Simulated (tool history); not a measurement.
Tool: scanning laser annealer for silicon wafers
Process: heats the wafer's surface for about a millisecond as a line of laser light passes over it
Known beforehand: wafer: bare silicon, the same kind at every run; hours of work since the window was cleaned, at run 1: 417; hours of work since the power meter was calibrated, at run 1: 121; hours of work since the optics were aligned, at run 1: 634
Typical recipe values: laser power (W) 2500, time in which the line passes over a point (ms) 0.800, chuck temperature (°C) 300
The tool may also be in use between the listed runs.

run   hour  laser power (W)  time in which the line passes over a point (ms)  chuck temperature (°C)  hours of work since the window was cleaned  hours of work since the power meter was calibrated  hours of work since the optics were aligned  highest temperature of the surface (°C)
  1    0.0             2500                                            0.800                     300                                         417                                                 121                                          634                                     1113
  2    5.1             2595                                            0.800                     300                                         419                                                 124                                          636                                     1148
  3    9.6             2500                                            0.800                     309                                         422                                                 126                                          639                                     1121
  4   16.6             2500                                            0.800                     300                                         425                                                 129                                          642                                     1114
  5   22.1             2500                                            0.910                     300                                         428                                                 132                                          645                                     1176
  6   26.4             2146                                            0.800                     300                                         430                                                 134                                          647                                      972
  7   36.0             2500                                            0.800                     300                                         435                                                 139                                          652                                     1110
  8   42.5             2500                                            0.800                     300                                         439                                                 143                                          655                                     1110
  9   49.1             2500                                            0.800                     303                                         442                                                 146                                          659                                     1118
 10   55.0             2500                                            0.800                     303                                         445                                                 149                                          662                                     1112
 11   59.9             2500                                            0.800                     303                                         448                                                 152                                          664                                     1113
 12   69.9             2500                                            0.830                     300                                         453                                                 157                                          669                                     1126
 13   74.9             2500                                            0.830                     300                                         455                                                 159                                          672                                     1127
 14   84.0             2500                                            0.830                     300                                         460                                                 164                                          677                                     1135
 15   88.5             2500                                            0.830                     300                                         462                                                 166                                          679                                     1128
 16   93.3             2500                                            0.830                     300                                         465                                                 169                                          681                                     1130
 17  102.9             2500                                            0.830                     300                                         470                                                 174                                          686                                     1131
 18  111.1             2500                                            0.830                     300                                         474                                                 178                                          691                                     1131
 19  117.9             2176                                            0.830                     300                                         477                                                 181                                          694                                     1001
 20  127.9             2500                                            0.800                     329                                         482                                                 186                                          699                                     1140
 21  133.3             2500                                            0.800                     329                                         485                                                 189                                          702                                     1142
 22  143.3             2500                                            0.800                     329                                         490                                                 194                                          707                                     1137
 23  153.7             2500                                            0.627                     281                                         496                                                 200                                          712                                      983
 24  162.5             2500                                            0.627                     294                                         500                                                 204                                          717                                      997
 25  171.5             2729                                            0.986                     301                                         505                                                 209                                          722                                     1324
 26  179.0             2729                                            0.986                     301                                         509                                                 213                                          725                                     1324
 27  185.2             2193                                            0.560                     301                                         512                                                 216                                          729                                      862
 28  192.4             2256                                            0.707                     261                                         515                                                 220                                          732                                      926
 29  201.9             2256                                            0.707                     261                                         520                                                 224                                          737                                      927
 30  206.8             2230                                            0.596                     281                                         523                                                 227                                          740                                      870
 31  217.1             2237                                            0.570                     262                                         528                                                 232                                          745                                      842
 32  224.5             2497                                            0.570                     291                                         532                                                 236                                          749                                      957
 33  234.7             2190                                            0.690                     315                                         537                                                 241                                          754                                      948
 34  245.1             2190                                            0.690                     315                                         542                                                 247                                          759                                      946
 35  254.7             2176                                            0.749                     323                                         547                                                 251                                          764                                      981
 36  263.4             2291                                            0.653                     335                                         552                                                 256                                          769                                      983
 37  268.4             2664                                            0.615                     300                                         554                                                 258                                          771                                     1054
 38  273.2             2318                                            0.645                     274                                         557                                                 261                                          774                                      925
 39  279.7             2318                                            0.645                     274                                         560                                                 264                                          777                                      923
 40  284.3             2318                                            0.989                     274                                         562                                                 267                                          779                                     1108
 41  291.8             2318                                            0.989                     274                                         566                                                 270                                          783                                     1111

Pick out some run-to-run changes in highest temperature of the surface (°C). Of each, how much would a tool without hidden state show as well, from the settings, what came in and chance, and how much is left for the hidden state and any gauge scatter not in both results compared?
Hidden conditions of the tool in this case: light that passes the window, % of a clean one's; laser's true power over the reading, %; width of the line over the set one, %; drift of the gauge itself on peak_c, C.
Run 3 -> 4: chuck temperature (°C) 309 -> 300. highest temperature of the surface (°C) -7: hidden state -1, all else -6.
Run 5 -> 6: laser power (W) 2500 -> 2146, time in which the line passes over a point (ms) 0.910 -> 0.800. highest temperature of the surface (°C) -204: hidden state +1, all else -205.
Run 24 -> 25: laser power (W) 2500 -> 2729, time in which the line passes over a point (ms) 0.627 -> 0.986, chuck temperature (°C) 294 -> 301. highest temperature of the surface (°C) +327: hidden state -2, all else +329.
Run 26 -> 27: laser power (W) 2729 -> 2193, time in which the line passes over a point (ms) 0.986 -> 0.560. highest temperature of the surface (°C) -462: hidden state +1, all else -463.
